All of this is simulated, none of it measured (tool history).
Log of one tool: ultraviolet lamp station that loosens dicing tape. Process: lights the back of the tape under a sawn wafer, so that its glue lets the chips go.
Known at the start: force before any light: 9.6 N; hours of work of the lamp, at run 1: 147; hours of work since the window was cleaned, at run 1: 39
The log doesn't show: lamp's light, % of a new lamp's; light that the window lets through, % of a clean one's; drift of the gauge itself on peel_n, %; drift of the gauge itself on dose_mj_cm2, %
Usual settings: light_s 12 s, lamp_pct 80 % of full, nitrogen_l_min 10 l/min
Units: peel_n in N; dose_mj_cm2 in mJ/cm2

run,hour,light_s,lamp_pct,nitrogen_l_min,hours of work of the lamp,hours of work since the window was cleaned,peel_n,dose_mj_cm2
1,0.0,12,80,10,147,39,0.681,470
2,16.6,12,80,4,156,48,1.393,465
3,36.8,12,80,10,167,59,0.688,468
4,60.5,12,80,10,180,72,0.713,461
5,72.4,12,80,10,186,78,0.692,458
6,89.0,12,97,10,195,87,0.444,552
7,116.2,12,97,10,210,102,0.482,548
8,128.3,12,80,10,217,108,0.716,450
9,153.9,12,80,10,231,122,0.745,449
10,173.5,12,80,10,241,133,0.746,446
11,189.7,12,80,10,250,142,0.750,442
12,207.7,12,80,10,260,151,0.789,435
13,231.9,12,80,10,273,165,0.780,432
14,248.9,12,80,10,282,174,0.796,431
15,268.9,11,80,10,293,185,0.966,395
16,296.7,12,80,10,308,200,0.834,426
17,308.0,12,80,10,314,206,0.800,421
18,333.5,12,61,10,328,220,1.435,322
19,360.9,12,61,5,343,235,2.186,317
20,387.6,12,61,5,358,249,2.300,316
21,406.9,12,61,5,368,260,2.370,317
22,426.5,12,61,5,379,270,2.386,309
23,444.8,17,100,16,389,280,0.204,714
24,464.7,12,80,7,399,291,1.207,404
25,476.7,6,62,12,406,298,3.475,155
26,491.0,6,62,12,414,305,3.442,153
27,515.1,12,81,13,427,318,0.766,402
28,535.0,21,80,10,438,329,0.299,692
29,558.5,21,80,10,450,342,0.299,670
30,577.3,21,80,10,461,352,0.289,668
31,588.7,21,62,11,467,358,0.502,525
32,609.7,21,62,11,478,370,0.519,522
33,622.7,9,86,10,485,377,1.540,308
34,650.3,9,76,4,500,392,3.124,265
35,666.1,6,66,4,509,400,5.271,156
36,691.5,7,100,11,523,414,1.821,271
37,705.7,7,100,11,530,422,1.810,273
38,717.6,11,64,4,537,428,3.124,269
39,737.7,13,69,6,548,439,1.820,337
40,755.8,14,67,19,557,449,0.819,350
# hour 758.6: window cleaned of glue's vapour
41,768.8,11,80,4,564,6,1.884,394
42,794.4,8,68,6,578,19,3.068,247
43,819.0,8,68,6,591,33,2.847,242

Hidden state at the last listed run before each entry between runs and at the first one after, where it differs:
Between runs 40 and 41: window cleaned of glue's vapour (hour 758.6)
  lamp's light, % of a new lamp's: 87.6 -> 87.4; light that the window lets through, % of a clean one's: 83.6 -> 99.7
  measured less the result without the state, peel_n: +0.406 -> +0.381 N; dose_mj_cm2: -128 -> -58 mJ/cm2

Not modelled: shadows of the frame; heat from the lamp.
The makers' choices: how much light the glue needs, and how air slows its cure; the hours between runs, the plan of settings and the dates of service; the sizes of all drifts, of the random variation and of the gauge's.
